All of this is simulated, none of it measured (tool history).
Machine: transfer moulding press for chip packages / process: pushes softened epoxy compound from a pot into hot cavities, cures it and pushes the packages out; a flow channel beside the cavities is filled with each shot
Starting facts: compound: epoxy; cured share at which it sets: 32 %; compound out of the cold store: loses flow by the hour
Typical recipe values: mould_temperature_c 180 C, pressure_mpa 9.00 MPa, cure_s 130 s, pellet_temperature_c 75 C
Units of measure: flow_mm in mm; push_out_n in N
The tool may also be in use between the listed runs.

run    hour  mould_temperature_c  pressure_mpa  cure_s  pellet_temperature_c  incoming compound's hours out of the cold store  flow_mm  push_out_n
  1     0.0                  180          9.00     130                    75                                             46.0      438         187
       38.3  -- cavities cleaned with cleaning compound and waxed
       58.8  -- plunger's sealing rings changed
  2    63.1                  180          9.00     130                    71                                             33.5      485         337
       82.0  -- cavities cleaned with cleaning compound and waxed
      120.4  -- cavities cleaned with cleaning compound and waxed
  3   121.4                  180          9.00     130                    75                                             32.8      478         179
      160.8  -- cavities cleaned with cleaning compound and waxed
      198.4  -- cavities cleaned with cleaning compound and waxed
  4   198.4                  180          9.00     130                    75                                             17.5      502         194
      238.4  -- cavities cleaned with cleaning compound and waxed
  5   257.1                  180          9.00     130                    75                                             41.7      451         238
      275.5  -- cavities cleaned with cleaning compound and waxed
      303.1  -- mould's thermocouples calibrated
      317.9  -- cavities cleaned with cleaning compound and waxed
  6   324.9                  180          9.00     130                    75                                             13.3      501         208
      333.5  -- cavities cleaned with cleaning compound and waxed, once more
      373.1  -- cavities cleaned with cleaning compound and waxed
  7   397.0                  180          9.00     130                    75                                             39.0      445         262
      405.8  -- plunger's sealing rings changed
      416.1  -- cavities cleaned with cleaning compound and waxed
      453.8  -- cavities cleaned with cleaning compound and waxed
  8   467.8                  180          9.00     130                    75                                             20.0      513         230
      493.8  -- cavities cleaned with cleaning compound and waxed
      532.4  -- cavities cleaned with cleaning compound and waxed
  9   544.4                  180          9.00     130                    75                                             45.1      457         224
      572.6  -- cavities cleaned with cleaning compound and waxed
 10   592.9                  180          9.00     130                    75                                             23.2      483         236
      611.1  -- cavities cleaned with cleaning compound and waxed
      652.9  -- cavities cleaned with cleaning compound and waxed
 11   672.2                  180          7.14     130                    75                                             45.9      392         237
      693.5  -- cavities cleaned with cleaning compound and waxed
      735.2  -- cavities cleaned with cleaning compound and waxed
 12   740.4                  180          7.14     130                    75                                             19.7      427         193
      752.4  -- plunger's sealing rings changed
      776.9  -- cavities cleaned with cleaning compound and waxed
 13   784.6                  180          7.14     130                    75                                             45.2      414         220
      815.1  -- cavities cleaned with cleaning compound and waxed
 14   833.9                  179         10.69     169                    69                                             12.2      569         239
      853.8  -- cavities cleaned with cleaning compound and waxed
 15   884.6                  179         10.69     169                    69                                             42.2      503         250
      895.8  -- cavities cleaned with cleaning compound and waxed
      936.7  -- cavities cleaned with cleaning compound and waxed
 16   950.0                  179         10.69     169                    69                                             47.4      490         205
      978.0  -- cavities cleaned with cleaning compound and waxed
 17  1012.7                  179         10.69     169                    69                                             19.2      535         254
     1019.5  -- cavities cleaned with cleaning compound and waxed
     1060.4  -- cavities cleaned with cleaning compound and waxed
 18  1080.7                  179         10.69     169                    69                                             40.2      483         222
     1096.8  -- plunger's sealing rings changed
     1101.8  -- cavities cleaned with cleaning compound and waxed
     1140.7  -- cavities cleaned with cleaning compound and waxed
 19  1148.6                  179          7.33     169                    84                                             46.0      416         189
     1179.5  -- cavities cleaned with cleaning compound and waxed
     1218.0  -- cavities cleaned with cleaning compound and waxed
 20  1226.4                  180          9.84     130                    75                                             30.2      501         201
     1237.0  -- mould's thermocouples calibrated
     1258.4  -- cavities cleaned with cleaning compound and waxed
     1297.1  -- cavities cleaned with cleaning compound and waxed
 21  1297.1                  180          9.84     130                    75                                             45.6      466         190
     1338.1  -- cavities cleaned with cleaning compound and waxed
 22  1340.0                  180          7.51     129                    70                                             16.3      453         201
     1376.8  -- cavities cleaned with cleaning compound and waxed
 23  1381.0                  180          7.51     129                    70                                             14.2      451         202
     1416.5  -- cavities cleaned with cleaning compound and waxed
     1449.3  -- plunger's sealing rings changed
     1462.4  -- cavities cleaned with cleaning compound and waxed
 24  1462.6                  180          9.00     120                    75                                             15.1      522         198
     1500.9  -- cavities cleaned with cleaning compound and waxed
 25  1506.3                  180          9.00     120                    75                                             34.5      482         225

Here are 4 independent what-if runs from the current tool condition. What would each one return?
     1538.5  -- cavities cleaned with cleaning compound and waxed
  A  1547.7                  180          9.00     133                    80                                             13.9        ?           ?
     1538.5  -- cavities cleaned with cleaning compound and waxed
  B  1547.7                  185          9.74     120                    75                                             24.8        ?           ?
     1538.5  -- cavities cleaned with cleaning compound and waxed
  C  1547.7                  179          9.45     130                    75                                             35.0        ?           ?
     1538.5  -- cavities cleaned with cleaning compound and waxed
  D  1547.7                  179          9.19     130                    75                                             44.0        ?           ?

run  flow_mm  push_out_n
  A      518         222
  B      498         209
  C      493         229
  D      467         221
The same runs, with their run-to-run variation unchanged, on a tool lacking any hidden condition would have given:
run  flow_mm  push_out_n
  A      531         190
  B      510         178
  C      506         196
  D      478         189
